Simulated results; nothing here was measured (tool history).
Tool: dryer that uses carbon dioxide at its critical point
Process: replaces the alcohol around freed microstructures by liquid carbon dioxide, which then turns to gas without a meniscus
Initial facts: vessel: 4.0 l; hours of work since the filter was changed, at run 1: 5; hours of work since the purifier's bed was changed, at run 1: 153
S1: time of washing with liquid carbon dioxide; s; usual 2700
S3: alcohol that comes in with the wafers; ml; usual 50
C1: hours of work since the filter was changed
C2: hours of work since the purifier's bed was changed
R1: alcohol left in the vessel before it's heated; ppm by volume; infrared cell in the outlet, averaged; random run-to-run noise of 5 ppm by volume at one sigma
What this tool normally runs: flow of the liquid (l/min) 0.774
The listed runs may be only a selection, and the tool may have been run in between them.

run 1 day=0 | S1=2700 flow_of_the_liquid_(l/min)=0.774 S3=50 | C1=5 C2=153 | R1=54
run 2 day=0.992 | S1=2700 flow_of_the_liquid_(l/min)=0.774 S3=50 | C1=14 C2=162 | R1=44
run 3 day=3.054 | S1=2700 flow_of_the_liquid_(l/min)=0.774 S3=50 | C1=31 C2=179 | R1=55
run 4 day=4.888 | S1=2700 flow_of_the_liquid_(l/min)=0.774 S3=28 | C1=47 C2=195 | R1=54
run 5 day=5.988 | S1=2700 flow_of_the_liquid_(l/min)=0.774 S3=91 | C1=56 C2=205 | R1=67
run 6 day=8.308 | S1=2700 flow_of_the_liquid_(l/min)=0.774 S3=91 | C1=76 C2=224 | R1=71
run 7 day=9.65 | S1=1680 flow_of_the_liquid_(l/min)=0.774 S3=91 | C1=88 C2=236 | R1=407
run 8 day=11.992 | S1=2700 flow_of_the_liquid_(l/min)=0.894 S3=74 | C1=108 C2=256 | R1=48
run 9 day=14.025 | S1=3180 flow_of_the_liquid_(l/min)=0.774 S3=28 | C1=125 C2=273 | R1=53
run 10 day=15.238 | S1=2160 flow_of_the_liquid_(l/min)=0.774 S3=54 | C1=136 C2=284 | R1=124
run 11 day=17.375 | S1=3660 flow_of_the_liquid_(l/min)=0.944 S3=54 | C1=154 C2=302 | R1=57
run 12 day=18.675 | S1=1860 flow_of_the_liquid_(l/min)=0.856 S3=41 | C1=165 C2=313 | R1=139

Difference, measured minus no-hidden-state, one row per run. Run-to-run variation is common to both terms; the gauge's own scatter need not be:
What the log doesn't record here: flow that reaches the vessel past the clogged filter, %; alcohol in the recycled carbon dioxide, ppm; drift of the gauge itself on alcohol_ppm, %.
run=1 R1=+27
run=2 R1=+30
run=3 R1=+33
run=4 R1=+36
run=5 R1=+38
run=6 R1=+42
run=7 R1=+76
run=8 R1=+46
run=9 R1=+48
run=10 R1=+62
run=11 R1=+52
run=12 R1=+68
